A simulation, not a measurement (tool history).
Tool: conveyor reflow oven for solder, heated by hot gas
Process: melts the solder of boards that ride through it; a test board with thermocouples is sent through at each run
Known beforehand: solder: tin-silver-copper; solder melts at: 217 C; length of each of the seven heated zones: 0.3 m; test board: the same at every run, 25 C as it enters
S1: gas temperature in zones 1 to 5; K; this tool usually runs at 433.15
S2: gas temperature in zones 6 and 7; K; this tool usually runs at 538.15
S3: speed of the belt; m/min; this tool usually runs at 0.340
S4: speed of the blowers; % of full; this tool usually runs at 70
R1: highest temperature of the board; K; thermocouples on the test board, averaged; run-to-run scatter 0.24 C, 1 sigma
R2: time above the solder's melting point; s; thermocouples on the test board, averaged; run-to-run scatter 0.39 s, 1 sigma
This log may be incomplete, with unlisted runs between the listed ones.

Run 1, hour 0.0: usual settings. Result: R1 524.15 K, R2 71.5 s.
Run 2, hour 26.2: usual settings but S3 0.285 m/min. Result: R1 529.75 K, R2 94.9 s.
Run 3, hour 52.5: usual settings but S3 0.285 m/min. Result: R1 529.25 K, R2 93.8 s.
Run 4, hour 71.5: usual settings but S3 0.285 m/min. Result: R1 529.55 K, R2 94.2 s.
Run 5, hour 102.3: usual settings. Result: R1 523.65 K, R2 70.9 s.
Run 6, hour 145.6: usual settings but S3 0.307 m/min. Result: R1 526.85 K, R2 83.9 s.
Run 7, hour 163.2: usual settings but S3 0.307 m/min. Result: R1 526.75 K, R2 83.1 s.
Run 8, hour 194.7: usual settings. Result: R1 522.75 K, R2 69.8 s.
Run 9, hour 224.5: usual settings but S1 444.15 K. Result: R1 525.55 K, R2 76.8 s.
Run 10, hour 258.0: usual settings but S1 422.15 K. Result: R1 520.85 K, R2 63.1 s.
At hour 286.8: thermocouples of zones 6 and 7 changed.
Run 11, hour 289.6: usual settings but S1 422.15 K. Result: R1 517.15 K, R2 57.6 s.
Run 12, hour 316.2: usual settings. Result: R1 518.85 K, R2 65.3 s.
Run 13, hour 344.8: usual settings. Result: R1 518.15 K, R2 65.2 s.
Run 14, hour 369.8: usual settings. Result: R1 518.75 K, R2 65.0 s.
Run 15, hour 398.4: usual settings. Result: R1 518.05 K, R2 64.1 s.
At hour 418.2: flux residue cleaned out of gas plates and filters.
Run 16, hour 427.5: usual settings but S4 53 % of full. Result: R1 520.15 K, R2 66.7 s.
Run 17, hour 451.6: usual settings but S3 0.290 m/min, S4 74 % of full. Result: R1 528.35 K, R2 92.9 s.
Run 18, hour 481.6: usual settings but S3 0.290 m/min, S4 74 % of full. Result: R1 528.45 K, R2 92.0 s.
Run 19, hour 502.3: usual settings but S1 444.15 K, S4 64 % of full. Result: R1 523.85 K, R2 76.9 s.
Run 20, hour 532.7: usual settings but S1 439.15 K, S2 532.15 K, S3 0.397 m/min, S4 59 % of full. Result: R1 511.35 K, R2 47.8 s.
Run 21, hour 556.6: usual settings but S1 426.15 K, S2 532.15 K, S3 0.292 m/min, S4 74 % of full. Result: R1 521.55 K, R2 81.7 s.
Run 22, hour 589.9: usual settings but S2 540.15 K, S3 0.404 m/min, S4 71 % of full. Result: R1 517.65 K, R2 53.2 s.
Run 23, hour 613.8: usual settings but S2 540.15 K, S3 0.404 m/min, S4 71 % of full. Result: R1 518.05 K, R2 52.5 s.
Run 24, hour 644.4: usual settings but S4 69 % of full. Result: R1 521.85 K, R2 70.5 s.
Run 25, hour 680.9: usual settings but S4 69 % of full. Result: R1 522.15 K, R2 70.1 s.
Run 26, hour 708.7: usual settings but S1 419.15 K, S2 548.15 K, S4 69 % of full. Result: R1 527.65 K, R2 70.5 s.
Run 27, hour 728.4: usual settings but S1 437.15 K, S2 539.15 K, S3 0.387 m/min, S4 69 % of full. Result: R1 518.45 K, R2 57.8 s.
Run 28, hour 748.7: usual settings but S2 530.15 K. Result: R1 514.45 K, R2 61.5 s.
Run 29, hour 770.5: usual settings but S2 530.15 K. Result: R1 514.65 K, R2 60.4 s.
Run 30, hour 802.9: usual settings but S2 530.15 K. Result: R1 514.45 K, R2 61.2 s.
Run 31, hour 837.6: usual settings but S2 547.15 K, S3 0.294 m/min, S4 74 % of full. Result: R1 534.75 K, R2 96.3 s.

Here are 4 independent what-if runs from the current tool condition. What would each one return?
Run A, hour 867.3: usual settings but S1 445.15 K, S2 547.15 K, S3 0.294 m/min, S4 82 % of full. Result: R1 ?, R2 ?.
Run B, hour 867.3: usual settings but S4 55 % of full. Result: R1 ?, R2 ?.
Run C, hour 867.3: usual settings but S2 551.15 K, S3 0.294 m/min, S4 74 % of full. Result: R1 ?, R2 ?.
Run D, hour 867.3: usual settings but S2 546.15 K, S4 65 % of full. Result: R1 ?, R2 ?.

run      R1     R2
  A  536.75  104.0
  B  518.35   64.4
  C  538.25   99.4
  D  526.95   74.6
Without the tool's unlogged condition, the same runs would have read:
run      R1     R2
  A  537.95  104.8
  B  520.15   67.2
  C  539.85  100.5
  D  528.95   76.9
